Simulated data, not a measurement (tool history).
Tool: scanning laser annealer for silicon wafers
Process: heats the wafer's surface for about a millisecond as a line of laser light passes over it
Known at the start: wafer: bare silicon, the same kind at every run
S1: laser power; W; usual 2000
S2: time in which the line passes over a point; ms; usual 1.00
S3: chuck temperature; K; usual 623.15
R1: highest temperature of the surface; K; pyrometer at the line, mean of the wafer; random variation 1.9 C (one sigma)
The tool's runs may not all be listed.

run 1 day=0.000 | S1=2000 S2=1.00 S3=623.15 | R1=1424.15
run 2 day=1.421 | S1=2000 S2=1.00 S3=623.15 | R1=1421.15
run 3 day=4.267 | S1=2000 S2=1.00 S3=623.15 | R1=1421.15
run 4 day=5.938 | S1=2000 S2=1.00 S3=623.15 | R1=1420.15
run 5 day=8.633 | S1=2000 S2=1.00 S3=623.15 | R1=1415.15
run 6 day=10.292 | S1=2000 S2=1.00 S3=623.15 | R1=1422.15
run 7 day=12.750 | S1=2000 S2=1.00 S3=623.15 | R1=1418.15
run 8 day=14.988 | S1=2000 S2=1.00 S3=623.15 | R1=1416.15
run 9 day=17.192 | S1=2000 S2=1.00 S3=623.15 | R1=1413.15
run 10 day=18.567 | S1=2000 S2=1.00 S3=623.15 | R1=1411.15
run 11 day=20.479 | S1=2000 S2=1.00 S3=623.15 | R1=1412.15
run 12 day=21.988 | S1=2000 S2=0.82 S3=623.15 | R1=1333.15
run 13 day=24.004 | S1=2047 S2=1.00 S3=623.15 | R1=1430.15
run 14 day=25.500 | S1=2047 S2=1.00 S3=623.15 | R1=1432.15
run 15 day=27.621 | S1=2047 S2=1.00 S3=623.15 | R1=1431.15
run 16 day=30.279 | S1=2000 S2=1.00 S3=625.15 | R1=1412.15
run 17 day=31.450 | S1=2000 S2=0.75 S3=625.15 | R1=1303.15
run 18 day=33.483 | S1=2000 S2=0.75 S3=625.15 | R1=1299.15
run 19 day=35.133 | S1=2000 S2=1.00 S3=623.15 | R1=1404.15
run 20 day=37.600 | S1=2000 S2=1.00 S3=623.15 | R1=1435.15
run 21 day=40.267 | S1=2000 S2=1.19 S3=595.15 | R1=1476.15
run 22 day=42.204 | S1=1735 S2=1.19 S3=657.15 | R1=1412.15
run 23 day=44.271 | S1=1735 S2=1.19 S3=657.15 | R1=1411.15
run 24 day=46.008 | S1=2065 S2=1.15 S3=633.15 | R1=1532.15
run 25 day=48.262 | S1=1939 S2=1.02 S3=605.15 | R1=1392.15
run 26 day=50.400 | S1=2000 S2=1.02 S3=656.15 | R1=1465.15
run 27 day=52.558 | S1=1768 S2=0.82 S3=591.15 | R1=1226.15
run 28 day=55.292 | S1=2000 S2=0.97 S3=623.15 | R1=1410.15
run 29 day=58.004 | S1=2000 S2=0.97 S3=623.15 | R1=1409.15
run 30 day=59.867 | S1=1861 S2=0.86 S3=623.15 | R1=1306.15
run 31 day=61.200 | S1=1861 S2=0.86 S3=623.15 | R1=1309.15
run 32 day=62.546 | S1=2196 S2=1.00 S3=623.15 | R1=1504.15
run 33 day=64.904 | S1=2000 S2=1.14 S3=657.15 | R1=1511.15
run 34 day=66.712 | S1=1894 S2=1.14 S3=657.15 | R1=1456.15
run 35 day=68.179 | S1=2000 S2=1.06 S3=602.15 | R1=1418.15
run 36 day=70.158 | S1=2000 S2=1.06 S3=602.15 | R1=1417.15
run 37 day=71.383 | S1=2000 S2=1.06 S3=602.15 | R1=1420.15
run 38 day=73.704 | S1=2069 S2=0.82 S3=623.15 | R1=1365.15
run 39 day=75.554 | S1=2017 S2=0.87 S3=623.15 | R1=1366.15
run 40 day=77.800 | S1=1920 S2=0.99 S3=585.15 | R1=1337.15

Not shown: 1 entry that the log had between the listed runs. Between which runs, and how does the tool's hidden state differ before and after?
Between runs 19 and 20: window over the wafer cleaned (day 36.792)
  light that passes the window, % of a clean one's: 96.95 -> 99.91; laser's true power over the reading, %: 0.61 -> 0.62; width of the line over the set one, %: 1.74 -> 1.78
  measured less the result without the state, R1: -30.00 -> -4.00 K

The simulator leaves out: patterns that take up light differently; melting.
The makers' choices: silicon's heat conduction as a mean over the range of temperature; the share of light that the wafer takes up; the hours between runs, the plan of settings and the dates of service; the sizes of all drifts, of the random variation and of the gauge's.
